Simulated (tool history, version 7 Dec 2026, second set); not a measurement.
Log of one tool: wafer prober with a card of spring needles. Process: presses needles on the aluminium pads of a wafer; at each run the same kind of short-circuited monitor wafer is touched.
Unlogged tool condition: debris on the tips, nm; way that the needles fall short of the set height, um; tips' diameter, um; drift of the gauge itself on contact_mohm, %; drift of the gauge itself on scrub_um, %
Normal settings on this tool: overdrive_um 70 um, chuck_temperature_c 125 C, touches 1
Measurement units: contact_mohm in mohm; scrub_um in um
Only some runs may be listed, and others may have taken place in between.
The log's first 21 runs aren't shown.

| run | hour | overdrive_um | chuck_temperature_c | touches | touches since the tips were cleaned | cleanings since the card got new needles | touches since the first contact's height was set | contact_mohm | scrub_um |
|---|---|---|---|---|---|---|---|---|---|
|  | 336.9 | tips cleaned on abrasive film |
| 22 | 337.4 | 71 | 125 | 2 | 173 | 43 | 25107 | 243 | 17.35 |
|  | 357.3 | tips cleaned on abrasive film |
| 23 | 357.3 | 60 | 43 | 2 | 0 | 44 | 31707 | 226 | 14.67 |
| 24 | 369.3 | 60 | 43 | 2 | 4026 | 44 | 35733 | 251 | 14.73 |
|  | 377.3 | tips cleaned on abrasive film |
| 25 | 388.8 | 85 | 36 | 1 | 3829 | 45 | 42175 | 248 | 20.84 |
|  | 396.7 | tips cleaned on abrasive film |
| 26 | 404.3 | 72 | 28 | 2 | 2520 | 46 | 47326 | 241 | 17.61 |
|  | 416.2 | tips cleaned on abrasive film |
| 27 | 423.0 | 72 | 28 | 2 | 2242 | 47 | 53512 | 238 | 17.60 |
|  | 436.5 | tips cleaned on abrasive film |
| 28 | 439.9 | 70 | 125 | 2 | 1146 | 48 | 59129 | 255 | 17.11 |
|  | 456.6 | tips cleaned on abrasive film |
| 29 | 459.6 | 54 | 125 | 1 | 995 | 49 | 65672 | 265 | 13.12 |
|  | 476.5 | tips cleaned on abrasive film |
| 30 | 481.3 | 70 | 125 | 2 | 1620 | 50 | 72879 | 253 | 16.99 |
|  | 496.5 | tips cleaned on abrasive film |
| 31 | 498.2 | 70 | 125 | 2 | 574 | 51 | 78476 | 250 | 17.08 |
|  | 516.8 | tips cleaned on abrasive film |
| 32 | 517.9 | 53 | 125 | 1 | 365 | 52 | 85008 | 258 | 12.86 |
| 33 | 534.0 | 53 | 125 | 1 | 5749 | 52 | 90392 | 306 | 12.87 |

Here are 4 independent what-if runs from the current tool condition. What would each one return?
|  | 537.2 | tips cleaned on abrasive film |
| A | 554.4 | 70 | 41 | 1 | 5729 | 53 | 97143 | ? | ? |
|  | 537.2 | tips cleaned on abrasive film |
| B | 554.4 | 60 | 45 | 1 | 5729 | 53 | 97143 | ? | ? |
|  | 537.2 | tips cleaned on abrasive film |
| C | 554.4 | 83 | 46 | 2 | 5729 | 53 | 97143 | ? | ? |
|  | 537.2 | tips cleaned on abrasive film |
| D | 554.4 | 53 | 66 | 1 | 5729 | 53 | 97143 | ? | ? |

| run | contact_mohm | scrub_um |
|---|---|---|
| A | 266 | 17.03 |
| B | 280 | 14.58 |
| C | 241 | 20.15 |
| D | 301 | 12.78 |
With the hidden condition removed and each run's random variation left untouched, the same runs would have given:
| run | contact_mohm | scrub_um |
|---|---|---|
| A | 220 | 17.21 |
| B | 222 | 14.76 |
| C | 221 | 20.34 |
| D | 232 | 12.97 |

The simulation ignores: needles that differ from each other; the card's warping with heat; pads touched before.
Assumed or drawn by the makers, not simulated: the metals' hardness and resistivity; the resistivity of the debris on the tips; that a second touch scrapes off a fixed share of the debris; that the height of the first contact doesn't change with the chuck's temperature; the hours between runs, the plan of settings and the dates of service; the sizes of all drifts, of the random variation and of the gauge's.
